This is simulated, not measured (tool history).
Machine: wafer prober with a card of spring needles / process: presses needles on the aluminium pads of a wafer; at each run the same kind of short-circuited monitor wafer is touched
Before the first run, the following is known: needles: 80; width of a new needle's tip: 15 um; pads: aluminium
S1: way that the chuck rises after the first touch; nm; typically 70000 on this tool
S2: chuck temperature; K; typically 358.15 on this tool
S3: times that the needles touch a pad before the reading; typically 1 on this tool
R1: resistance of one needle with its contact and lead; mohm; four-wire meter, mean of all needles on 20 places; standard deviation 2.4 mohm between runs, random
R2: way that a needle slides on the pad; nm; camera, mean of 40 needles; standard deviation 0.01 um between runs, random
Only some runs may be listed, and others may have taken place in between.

run	day	S1	S2	S3	R1	R2
1	0	70000	358.15	1	457	9370
# day 0.3: tips cleaned on abrasive film
2	0.342	70000	358.15	1	298	9340
3	0.6	70000	358.15	1	370	9360
4	1.138	70000	358.15	1	452	9350
# day 1.433: tips cleaned on abrasive film
5	1.6	71000	358.15	1	342	9480
6	2.025	71000	358.15	1	424	9460
# day 2.558: tips cleaned on abrasive film
7	2.558	71000	358.15	1	286	9460
8	2.958	71000	358.15	1	380	9450
9	3.442	71000	358.15	1	454	9450
# day 3.683: tips cleaned on abrasive film
10	4.038	70000	304.15	1	376	9300
11	4.525	70000	304.15	1	447	9320
12	4.783	70000	358.15	2	400	9310
# day 4.817: tips cleaned on abrasive film
13	5.129	70000	358.15	2	332	9310
14	5.488	70000	358.15	1	436	9310
# day 5.946: tips cleaned on abrasive film
15	5.946	70000	358.15	1	281	9280
16	6.358	70000	358.15	1	400	9290
17	6.95	72000	358.15	1	454	9570
# day 7.079: tips cleaned on abrasive film
18	7.471	72000	358.15	1	380	9530
19	7.754	72000	358.15	1	430	9530
# day 8.212: tips cleaned on abrasive film
20	8.292	70000	358.15	2	301	9260
21	8.712	50000	324.15	1	547	6550
22	9.2	50000	324.15	1	667	6560
# day 9.338: tips cleaned on abrasive film
23	9.521	54000	342.15	2	346	7090
24	9.821	70000	302.15	1	405	9220
25	10.254	69000	302.15	1	475	9100
# day 10.467: tips cleaned on abrasive film
26	10.771	87000	302.15	2	295	11510
27	11.133	81000	334.15	2	342	10720
# day 11.608: tips cleaned on abrasive film
28	11.725	84000	343.15	2	289	11100
# day 12.188: height of the first contact set anew
29	12.308	55000	317.15	2	434	7410
# day 12.75: tips cleaned on abrasive film
30	12.804	70000	347.15	2	294	9380
31	13.138	70000	347.15	2	342	9400
32	13.708	70000	347.15	2	389	9400
# day 13.883: tips cleaned on abrasive film
33	14.025	63000	358.15	1	346	8440
34	14.296	63000	358.15	2	365	8440

Run by run, hidden condition taken away, random variation retained:
Hidden conditions of the tool in this case: debris on the tips, nm; way that the needles fall short of the set height, um; tips' diameter, um; drift of the gauge itself on contact_mohm, %; drift of the gauge itself on scrub_um, %.
run	R1	R2
1	266	9420
2	267	9400
3	268	9420
4	269	9410
5	270	9550
6	271	9530
7	267	9550
8	265	9540
9	269	9540
10	257	9410
11	250	9420
12	274	9410
13	270	9420
14	268	9420
15	267	9410
16	276	9410
17	265	9700
18	266	9680
19	267	9670
20	271	9420
21	261	6710
22	265	6720
23	265	7260
24	249	9390
25	251	9270
26	249	11700
27	260	10910
28	262	11300
29	261	7410
30	268	9400
31	264	9420
32	266	9420
33	271	8480
34	269	8480
